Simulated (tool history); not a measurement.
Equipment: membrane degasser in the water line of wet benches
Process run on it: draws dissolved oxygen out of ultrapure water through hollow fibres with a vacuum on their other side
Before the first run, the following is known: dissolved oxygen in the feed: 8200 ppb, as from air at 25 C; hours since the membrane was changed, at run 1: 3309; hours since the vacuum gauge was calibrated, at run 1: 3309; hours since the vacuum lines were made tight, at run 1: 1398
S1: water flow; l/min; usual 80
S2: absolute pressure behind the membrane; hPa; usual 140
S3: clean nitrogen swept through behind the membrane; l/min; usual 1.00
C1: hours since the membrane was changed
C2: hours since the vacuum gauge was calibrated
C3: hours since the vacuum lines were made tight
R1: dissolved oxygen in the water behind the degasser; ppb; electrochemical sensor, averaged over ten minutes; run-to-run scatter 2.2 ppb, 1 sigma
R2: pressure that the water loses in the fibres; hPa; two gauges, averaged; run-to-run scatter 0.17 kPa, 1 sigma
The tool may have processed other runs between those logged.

Run 1, hour 0.0: usual settings; C1 3309; C2 3309; C3 1398. Result: R1 1305.8 ppb, R2 402.4 hPa.
Run 2, hour 59.9: usual settings; C1 3369; C2 3369; C3 1458. Result: R1 1303.1 ppb, R2 398.7 hPa.
Run 3, hour 104.3: usual settings; C1 3414; C2 3414; C3 1502. Result: R1 1302.9 ppb, R2 399.0 hPa.
Run 4, hour 174.6: usual settings; C1 3484; C2 3484; C3 1572. Result: R1 1304.3 ppb, R2 404.6 hPa.
Run 5, hour 272.6: usual settings but S2 223 hPa; C1 3582; C2 3582; C3 1670. Result: R1 2101.2 ppb, R2 402.2 hPa.
Run 6, hour 324.0: usual settings but S2 223 hPa; C1 3633; C2 3633; C3 1722. Result: R1 2098.0 ppb, R2 403.9 hPa.
Run 7, hour 373.0: usual settings but S2 105 hPa; C1 3682; C2 3682; C3 1771. Result: R1 926.3 ppb, R2 400.9 hPa.
Run 8, hour 471.1: usual settings but S2 105 hPa; C1 3780; C2 3780; C3 1869. Result: R1 924.7 ppb, R2 404.3 hPa.
Run 9, hour 518.5: usual settings but S2 105 hPa; C1 3828; C2 3828; C3 1916. Result: R1 927.5 ppb, R2 403.2 hPa.
Run 10, hour 566.9: usual settings; C1 3876; C2 3876; C3 1965. Result: R1 1308.0 ppb, R2 402.7 hPa.
Run 11, hour 659.3: usual settings but S1 59 l/min; C1 3969; C2 3969; C3 2057. Result: R1 1066.7 ppb, R2 300.7 hPa.
Run 12, hour 744.8: usual settings but S1 59 l/min; C1 4054; C2 4054; C3 2142. Result: R1 1071.9 ppb, R2 298.2 hPa.
Run 13, hour 831.5: usual settings but S1 59 l/min; C1 4141; C2 4141; C3 2229. Result: R1 1073.1 ppb, R2 297.6 hPa.
Run 14, hour 928.3: usual settings but S1 59 l/min; C1 4238; C2 4238; C3 2326. Result: R1 1072.2 ppb, R2 298.8 hPa.
Run 15, hour 986.4: usual settings but S1 59 l/min; C1 4296; C2 4296; C3 2384. Result: R1 1074.1 ppb, R2 297.4 hPa.
Run 16, hour 1036.6: usual settings but S1 89 l/min; C1 4346; C2 4346; C3 2434. Result: R1 1402.3 ppb, R2 453.3 hPa.
Run 17, hour 1105.2: usual settings but S1 89 l/min; C1 4415; C2 4415; C3 2503. Result: R1 1401.5 ppb, R2 450.8 hPa.
Run 18, hour 1191.4: usual settings but S1 89 l/min; C1 4501; C2 4501; C3 2589. Result: R1 1399.6 ppb, R2 450.0 hPa.
Run 19, hour 1281.8: usual settings but S1 73 l/min, S3 2.03 l/min; C1 4591; C2 4591; C3 2679. Result: R1 753.1 ppb, R2 371.8 hPa.
Run 20, hour 1337.9: usual settings but S1 79 l/min, S2 130 hPa, S3 1.62 l/min; C1 4647; C2 4647; C3 2736. Result: R1 867.8 ppb, R2 401.3 hPa.
Run 21, hour 1393.9: usual settings but S1 82 l/min, S2 337 hPa, S3 1.89 l/min; C1 4703; C2 4703; C3 2792. Result: R1 2077.3 ppb, R2 415.5 hPa.
Run 22, hour 1491.2: usual settings but S1 74 l/min, S2 253 hPa, S3 0.85 l/min; C1 4801; C2 4801; C3 2889. Result: R1 2468.2 ppb, R2 377.0 hPa.
Run 23, hour 1590.0: usual settings but S1 74 l/min, S2 253 hPa, S3 0.85 l/min; C1 4899; C2 4899; C3 2988. Result: R1 2468.2 ppb, R2 377.3 hPa.
Run 24, hour 1642.6: usual settings but S1 100 l/min; C1 4952; C2 4952; C3 3040. Result: R1 1506.4 ppb, R2 511.2 hPa.
Run 25, hour 1715.7: usual settings but S1 70 l/min, S2 113 hPa, S3 0.46 l/min; C1 5025; C2 5025; C3 3113. Result: R1 1456.6 ppb, R2 357.3 hPa.

For run 26, what comes out?
Run 26, hour 1771.6: usual settings but S3 1.05 l/min; C1 5081; C2 5081; C3 3169. Result: R1 ?, R2 ?.

{"run 26": {"R1": 1273.8, "R2": 409.6}}
Minus the tool's unlogged condition, the same run would have read R1 1247.4 ppb, R2 385.6 hPa.
